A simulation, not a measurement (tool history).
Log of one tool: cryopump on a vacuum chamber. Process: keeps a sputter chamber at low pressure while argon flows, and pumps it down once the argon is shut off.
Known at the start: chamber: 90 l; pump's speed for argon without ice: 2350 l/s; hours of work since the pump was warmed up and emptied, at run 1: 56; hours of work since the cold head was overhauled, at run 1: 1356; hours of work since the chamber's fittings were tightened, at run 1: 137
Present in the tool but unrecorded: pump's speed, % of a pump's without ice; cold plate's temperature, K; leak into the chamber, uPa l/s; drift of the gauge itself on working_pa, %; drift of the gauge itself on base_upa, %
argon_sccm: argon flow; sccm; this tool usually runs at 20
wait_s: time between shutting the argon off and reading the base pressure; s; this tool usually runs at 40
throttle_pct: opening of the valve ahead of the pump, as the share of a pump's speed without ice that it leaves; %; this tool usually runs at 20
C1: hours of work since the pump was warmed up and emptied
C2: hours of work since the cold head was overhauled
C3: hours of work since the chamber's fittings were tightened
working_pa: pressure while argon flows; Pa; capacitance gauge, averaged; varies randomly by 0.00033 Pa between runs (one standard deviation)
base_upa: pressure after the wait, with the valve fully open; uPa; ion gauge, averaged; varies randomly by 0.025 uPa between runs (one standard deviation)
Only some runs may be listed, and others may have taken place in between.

run 1 day=0.000 | argon_sccm=20 wait_s=40 throttle_pct=20 | C1=56 C2=1356 C3=137 | working_pa=0.0731 base_upa=0.99
run 2 day=3.754 | argon_sccm=20 wait_s=40 throttle_pct=20 | C1=114 C2=1414 C3=195 | working_pa=0.0737 base_upa=1.04
run 3 day=7.025 | argon_sccm=20 wait_s=40 throttle_pct=20 | C1=165 C2=1465 C3=246 | working_pa=0.0741 base_upa=1.10
run 4 day=9.804 | argon_sccm=20 wait_s=44 throttle_pct=20 | C1=208 C2=1508 C3=289 | working_pa=0.0751 base_upa=1.00
run 5 day=13.367 | argon_sccm=20 wait_s=40 throttle_pct=42 | C1=263 C2=1563 C3=344 | working_pa=0.0379 base_upa=1.10
run 6 day=15.617 | argon_sccm=20 wait_s=40 throttle_pct=20 | C1=298 C2=1598 C3=379 | working_pa=0.0767 base_upa=1.18
run 7 day=19.029 | argon_sccm=20 wait_s=40 throttle_pct=20 | C1=351 C2=1651 C3=432 | working_pa=0.0773 base_upa=1.19
-- day=20.225 pump warmed up, emptied and cooled again
run 8 day=22.296 | argon_sccm=20 wait_s=40 throttle_pct=20 | C1=32 C2=1698 C3=479 | working_pa=0.0727 base_upa=1.13
run 9 day=24.492 | argon_sccm=20 wait_s=40 throttle_pct=20 | C1=66 C2=1733 C3=513 | working_pa=0.0726 base_upa=1.19
run 10 day=28.796 | argon_sccm=20 wait_s=40 throttle_pct=20 | C1=133 C2=1799 C3=580 | working_pa=0.0742 base_upa=1.19
run 11 day=32.954 | argon_sccm=20 wait_s=40 throttle_pct=20 | C1=197 C2=1864 C3=644 | working_pa=0.0743 base_upa=1.22
run 12 day=34.796 | argon_sccm=20 wait_s=40 throttle_pct=20 | C1=226 C2=1892 C3=673 | working_pa=0.0751 base_upa=1.27
run 13 day=39.212 | argon_sccm=14 wait_s=27 throttle_pct=52 | C1=294 C2=1961 C3=741 | working_pa=0.0226 base_upa=1.75
run 14 day=41.375 | argon_sccm=9 wait_s=196 throttle_pct=31 | C1=328 C2=1994 C3=775 | working_pa=0.0231 base_upa=0.69

What will run 15 give?
-- day=43.983 pump warmed up, emptied and cooled again
run 15 day=44.588 | argon_sccm=8 wait_s=34 throttle_pct=26 | C1=9 C2=2041 C3=821 | working_pa=? base_upa=?

{"run 15": {"working_pa": 0.022, "base_upa": 1.37}}
With no hidden state in the tool, this same run would have given working_pa 0.0217 Pa, base_upa 1.07 uPa.
